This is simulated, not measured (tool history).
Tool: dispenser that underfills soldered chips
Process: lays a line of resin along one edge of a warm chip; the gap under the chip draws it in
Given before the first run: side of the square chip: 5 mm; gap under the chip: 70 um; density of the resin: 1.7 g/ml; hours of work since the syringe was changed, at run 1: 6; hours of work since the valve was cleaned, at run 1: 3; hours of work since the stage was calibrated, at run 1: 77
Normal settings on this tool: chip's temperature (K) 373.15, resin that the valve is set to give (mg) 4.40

run  hour  chip's temperature (K)  resin that the valve is set to give (mg)  hours of work since the syringe was changed  hours of work since the valve was cleaned  hours of work since the stage was calibrated  time until the resin shows at the far edge (s)  resin that the valve gave (mg)
  1   0.0                  373.15                                      4.40                                            6                                          3                                            77                                            24.7                            4.40
  2   5.6                  374.15                                      4.40                                           10                                          7                                            81                                            27.4                            4.40
      8.7  -- new syringe of resin
  3  11.2                  374.15                                      4.40                                            2                                         11                                            84                                            19.9                            4.38
  4  15.0                  374.15                                      4.40                                            4                                         13                                            87                                            22.3                            4.39
  5  19.7                  374.15                                      4.40                                            7                                         17                                            90                                            25.1                            4.36
  6  24.5                  373.15                                      4.40                                           11                                         20                                            93                                            30.2                            4.38
     26.9  -- new syringe of resin
  7  29.0                  383.15                                      5.06                                            1                                         23                                            96                                            14.5                            5.03
  8  31.8                  382.15                                      5.64                                            3                                         25                                            98                                            15.7                            5.58
  9  36.2                  371.15                                      4.66                                            6                                         28                                           101                                            28.0                            4.61
 10  40.6                  364.15                                      4.24                                            9                                         31                                           104                                            42.4                            4.18
     44.7  -- new syringe of resin
 11  44.7                  377.15                                      3.84                                            0                                         33                                           107                                            17.2                            3.79

Below are 4 alternative next runs, each starting from the tool's condition after run 11. Predict each:
  A  47.5                  367.15                                      5.13                                            2                                         35                                           109                                               ?                               ?
  B  47.5                  365.15                                      4.03                                            2                                         35                                           109                                               ?                               ?
  C  47.5                  362.15                                      3.85                                            2                                         35                                           109                                               ?                               ?
  D  47.5                  376.15                                      3.83                                            2                                         35                                           109                                               ?                               ?

run  time until the resin shows at the far edge (s)  resin that the valve gave (mg)
  A                                            26.6                            5.08
  B                                            30.1                            4.00
  C                                            34.9                            3.81
  D                                            19.8                            3.80
What these runs would have given with no unlogged condition in the tool:
run  time until the resin shows at the far edge (s)  resin that the valve gave (mg)
  A                                            23.5                            5.14
  B                                            26.7                            4.05
  C                                            30.9                            3.85
  D                                            17.6                            3.85

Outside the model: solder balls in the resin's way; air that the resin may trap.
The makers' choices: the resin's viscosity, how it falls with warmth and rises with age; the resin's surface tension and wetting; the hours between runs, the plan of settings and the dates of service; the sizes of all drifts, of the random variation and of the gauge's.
